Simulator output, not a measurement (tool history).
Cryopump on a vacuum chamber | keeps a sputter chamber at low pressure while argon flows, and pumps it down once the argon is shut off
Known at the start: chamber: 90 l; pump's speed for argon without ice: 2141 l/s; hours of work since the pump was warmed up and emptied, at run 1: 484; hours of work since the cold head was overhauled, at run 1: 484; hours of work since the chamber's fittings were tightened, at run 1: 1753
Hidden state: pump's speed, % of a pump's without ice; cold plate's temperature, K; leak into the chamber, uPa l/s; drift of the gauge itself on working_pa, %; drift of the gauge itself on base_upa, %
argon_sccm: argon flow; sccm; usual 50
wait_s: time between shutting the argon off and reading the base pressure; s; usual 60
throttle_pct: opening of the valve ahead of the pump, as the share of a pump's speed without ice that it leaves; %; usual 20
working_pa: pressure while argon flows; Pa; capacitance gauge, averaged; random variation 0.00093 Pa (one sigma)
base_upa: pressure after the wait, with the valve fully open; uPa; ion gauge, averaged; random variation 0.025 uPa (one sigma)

run,hour,argon_sccm,wait_s,throttle_pct,hours of work since the pump was warmed up and emptied,hours of work since the cold head was overhauled,hours of work since the chamber's fittings were tightened,working_pa,base_upa
1,0.0,50,60,20,484,484,1753,0.2026,1.63
2,23.9,50,60,20,499,499,1768,0.2039,1.69
3,39.9,50,60,20,508,508,1778,0.2050,1.69
4,72.4,50,60,20,528,528,1798,0.2026,1.66
5,89.2,50,60,20,539,539,1808,0.2025,1.77
6,117.7,50,60,20,556,556,1825,0.2043,1.76
7,153.9,50,60,37,578,578,1848,0.1142,1.75
8,173.8,50,60,37,591,591,1860,0.1143,1.72
9,198.3,50,60,37,606,606,1875,0.1145,1.72
10,220.5,50,59,20,619,619,1888,0.2043,1.77
11,237.9,50,59,20,630,630,1899,0.2049,1.77
12,255.2,50,59,20,641,641,1910,0.2055,1.74
13,279.9,50,60,20,656,656,1925,0.2043,1.78
14,307.6,50,60,20,673,673,1942,0.2066,1.81
15,339.5,50,60,20,692,692,1961,0.2076,1.78
16,375.5,50,60,20,714,714,1984,0.2065,1.86
17,392.2,50,23,20,725,725,1994,0.2082,3.21
18,425.2,50,23,20,745,745,2014,0.2077,3.25
19,450.4,44,81,20,760,760,2030,0.1830,1.64
20,472.7,45,60,20,774,774,2043,0.1862,1.83
21,491.1,45,60,20,785,785,2054,0.1889,1.89
22,509.8,66,60,32,797,797,2066,0.1782,1.93
23,527.4,66,60,32,808,808,2077,0.1778,1.84
24,555.0,66,60,32,825,825,2094,0.1788,1.91
25,579.1,50,45,20,839,839,2109,0.2092,2.22
26,598.0,58,205,43,851,851,2120,0.1203,1.34
27,616.8,59,81,16,862,862,2132,0.3035,1.71
28,645.9,59,232,16,880,880,2149,0.3065,1.33
29,662.9,59,283,16,891,891,2160,0.3057,1.22
30,696.3,84,20,20,911,911,2180,0.3551,3.67
31,728.3,84,20,20,931,931,2200,0.3554,3.87
32,755.3,59,53,27,947,947,2217,0.1897,2.14
33,773.6,35,210,20,959,959,2228,0.1472,1.38
34,801.4,35,26,22,976,976,2245,0.1353,3.16

Measured less the same run without the tool's hidden state. The same run-to-run variation is in both; the gauge's scatter may not be:
run,working_pa,base_upa
1,+0.0060,+0.64
2,+0.0062,+0.65
3,+0.0065,+0.67
4,+0.0066,+0.67
5,+0.0068,+0.70
6,+0.0071,+0.71
7,+0.0075,+0.72
8,+0.0077,+0.71
9,+0.0080,+0.72
10,+0.0081,+0.73
11,+0.0082,+0.73
12,+0.0084,+0.74
13,+0.0086,+0.76
14,+0.0090,+0.77
15,+0.0094,+0.77
16,+0.0095,+0.82
17,+0.0098,+0.81
18,+0.0102,+0.80
19,+0.0092,+0.83
20,+0.0095,+0.84
21,+0.0099,+0.86
22,+0.0146,+0.87
23,+0.0149,+0.85
24,+0.0153,+0.89
25,+0.0118,+0.89
26,+0.0140,+0.90
27,+0.0143,+0.90
28,+0.0150,+0.94
29,+0.0151,+0.91
30,+0.0223,+0.93
31,+0.0229,+0.97
32,+0.0165,+0.98
33,+0.0099,+0.97
34,+0.0102,+1.00

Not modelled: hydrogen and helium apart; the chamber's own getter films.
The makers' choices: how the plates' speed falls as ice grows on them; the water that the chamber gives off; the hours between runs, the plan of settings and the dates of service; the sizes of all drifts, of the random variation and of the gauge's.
